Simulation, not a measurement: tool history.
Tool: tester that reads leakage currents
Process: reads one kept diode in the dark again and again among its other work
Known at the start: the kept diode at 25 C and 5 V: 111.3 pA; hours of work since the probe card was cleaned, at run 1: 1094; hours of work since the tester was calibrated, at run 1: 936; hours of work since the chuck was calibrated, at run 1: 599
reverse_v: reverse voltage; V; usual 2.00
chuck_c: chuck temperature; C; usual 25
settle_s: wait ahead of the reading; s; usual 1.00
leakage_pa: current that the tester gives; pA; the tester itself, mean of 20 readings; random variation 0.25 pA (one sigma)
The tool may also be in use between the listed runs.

run	day	reverse_v	chuck_c	settle_s	hours of work since the probe card was cleaned	hours of work since the tester was calibrated	hours of work since the chuck was calibrated	leakage_pa
1	0.000	2.00	25	1.00	1094	936	599	89.25
2	5.521	2.00	25	1.00	1149	991	654	89.75
3	9.942	2.00	21	1.00	1192	1034	698	67.62
4	14.708	2.00	21	1.00	1240	1082	745	67.55
5	19.917	17.52	21	1.00	1291	1133	796	155.75
6	24.767	17.52	21	1.00	1339	1181	845	157.51
7	29.442	17.52	21	1.00	1386	1228	891	158.95
8	34.925	1.77	21	1.00	1440	1282	945	66.82
9	40.600	1.77	21	1.00	1496	1338	1001	67.28
10	45.508	1.77	21	1.00	1545	1387	1050	67.47
11	48.717	1.77	21	1.00	1576	1419	1082	67.83
12	53.512	1.77	21	1.00	1624	1466	1129	68.00
13	57.462	1.77	21	1.00	1663	1505	1168	68.47
14	60.596	2.00	22	1.00	1694	1536	1199	77.33
# day 61.192: probe card cleaned and baked
15	64.283	2.00	22	1.00	31	1571	1235	78.63
16	69.533	2.00	22	1.00	83	1623	1287	78.92
17	72.842	2.00	25	1.00	115	1656	1319	98.02
18	75.525	2.00	25	6.56	142	1683	1346	98.71
19	81.321	2.00	25	6.56	199	1740	1403	99.37
# day 84.225: chuck's temperature calibrated
20	87.183	2.00	25	6.56	257	1797	29	84.44
# day 90.221: probe card cleaned and baked, once more
21	93.254	2.00	25	6.56	30	1856	88	81.39
22	96.362	10.50	25	1.66	61	1887	119	144.74
23	99.225	10.50	25	1.66	89	1915	147	145.46
24	104.908	1.28	45	0.41	145	1972	204	287.42
25	108.525	1.28	45	0.41	181	2008	239	287.55
26	112.892	1.28	48	1.40	225	2051	283	351.58
27	115.358	1.28	48	1.40	249	2075	307	353.24
28	120.842	1.28	48	1.40	303	2130	361	355.62
29	124.242	1.03	29	5.13	337	2163	395	90.54
30	129.900	1.03	41	1.43	393	2219	451	209.85
31	135.512	5.81	40	4.39	449	2275	507	358.98
32	140.375	1.95	24	0.40	497	2323	555	80.12
33	146.221	1.95	24	0.40	555	2381	613	80.76
34	148.750	8.01	58	1.01	580	2406	638	1269.15
35	154.150	8.01	24	1.19	633	2459	691	133.21
36	160.054	2.78	29	1.00	692	2518	750	133.15
37	164.454	3.56	25	0.56	735	2562	793	109.29
38	168.200	3.56	25	0.56	772	2599	830	109.90
# day 168.604: tester calibrated
39	171.762	5.72	45	1.91	807	31	865	519.71

Forecast each of these 5 alternatives for the next run:
A	176.067	2.00	25	0.43	849	74	908	?
B	176.067	18.71	23	1.00	849	74	908	?
C	176.067	5.69	52	6.57	849	74	908	?
D	176.067	1.94	40	7.17	849	74	908	?
E	176.067	3.21	25	1.00	849	74	908	?

run	leakage_pa
A	91.38
B	178.85
C	807.70
D	258.36
E	108.21
Without the tool's hidden state the same runs would have given:
run	leakage_pa
A	81.91
B	152.96
C	740.91
D	235.42
E	96.55
